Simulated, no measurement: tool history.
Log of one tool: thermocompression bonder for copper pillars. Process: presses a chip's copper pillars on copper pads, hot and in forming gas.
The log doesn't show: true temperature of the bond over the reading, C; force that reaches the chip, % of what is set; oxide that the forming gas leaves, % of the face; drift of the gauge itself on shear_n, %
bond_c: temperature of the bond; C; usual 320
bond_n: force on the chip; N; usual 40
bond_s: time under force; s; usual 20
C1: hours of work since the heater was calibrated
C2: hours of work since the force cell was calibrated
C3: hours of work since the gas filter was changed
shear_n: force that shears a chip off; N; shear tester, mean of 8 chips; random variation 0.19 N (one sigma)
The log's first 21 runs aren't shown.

run 22 hour=772.5 | bond_c=303 bond_n=27 bond_s=15 | C1=28 C2=897 C3=66 | shear_n=32.8
run 23 hour=805.8 | bond_c=303 bond_n=27 bond_s=15 | C1=51 C2=920 C3=90 | shear_n=32.8
run 24 hour=840.2 | bond_c=303 bond_n=27 bond_s=16 | C1=76 C2=945 C3=115 | shear_n=33.5
run 25 hour=879.3 | bond_c=309 bond_n=44 bond_s=43 | C1=104 C2=973 C3=143 | shear_n=65.8
run 26 hour=909.4 | bond_c=348 bond_n=60 bond_s=43 | C1=126 C2=995 C3=164 | shear_n=86.9
run 27 hour=940.1 | bond_c=296 bond_n=60 bond_s=32 | C1=148 C2=1017 C3=186 | shear_n=64.9
-- hour=959.2 forming gas filter changed
run 28 hour=981.8 | bond_c=296 bond_n=60 bond_s=32 | C1=177 C2=1046 C3=16 | shear_n=64.6
run 29 hour=1021.1 | bond_c=296 bond_n=60 bond_s=32 | C1=205 C2=1074 C3=44 | shear_n=64.8
run 30 hour=1065.7 | bond_c=296 bond_n=41 bond_s=20 | C1=237 C2=1106 C3=76 | shear_n=45.3
run 31 hour=1110.0 | bond_c=296 bond_n=41 bond_s=20 | C1=269 C2=1138 C3=108 | shear_n=45.6
run 32 hour=1137.1 | bond_c=323 bond_n=40 bond_s=33 | C1=288 C2=1157 C3=127 | shear_n=63.9
run 33 hour=1169.3 | bond_c=347 bond_n=40 bond_s=20 | C1=311 C2=1180 C3=150 | shear_n=64.7
run 34 hour=1193.7 | bond_c=347 bond_n=40 bond_s=20 | C1=329 C2=1198 C3=168 | shear_n=64.5
-- hour=1235.9 forming gas filter changed
run 35 hour=1239.9 | bond_c=347 bond_n=40 bond_s=20 | C1=362 C2=1231 C3=3 | shear_n=65.1
run 36 hour=1262.1 | bond_c=341 bond_n=26 bond_s=16 | C1=377 C2=1246 C3=19 | shear_n=46.0
run 37 hour=1307.1 | bond_c=341 bond_n=26 bond_s=16 | C1=410 C2=1279 C3=51 | shear_n=45.8
run 38 hour=1334.4 | bond_c=341 bond_n=48 bond_s=38 | C1=429 C2=1298 C3=71 | shear_n=78.3

Forecast each of these 4 alternatives for the next run:
run A hour=1364.9 | bond_c=340 bond_n=40 bond_s=20 | C1=451 C2=1320 C3=92 | shear_n=?
run B hour=1364.9 | bond_c=314 bond_n=27 bond_s=50 | C1=451 C2=1320 C3=92 | shear_n=?
run C hour=1364.9 | bond_c=345 bond_n=41 bond_s=44 | C1=451 C2=1320 C3=92 | shear_n=?
run D hour=1364.9 | bond_c=305 bond_n=52 bond_s=12 | C1=451 C2=1320 C3=92 | shear_n=?

run=A shear_n=62.2
run=B shear_n=55.7
run=C shear_n=77.3
run=D shear_n=47.1
Without the tool's hidden state the same runs would have given:
run=A shear_n=62.2
run=B shear_n=55.7
run=C shear_n=77.4
run=D shear_n=47.1
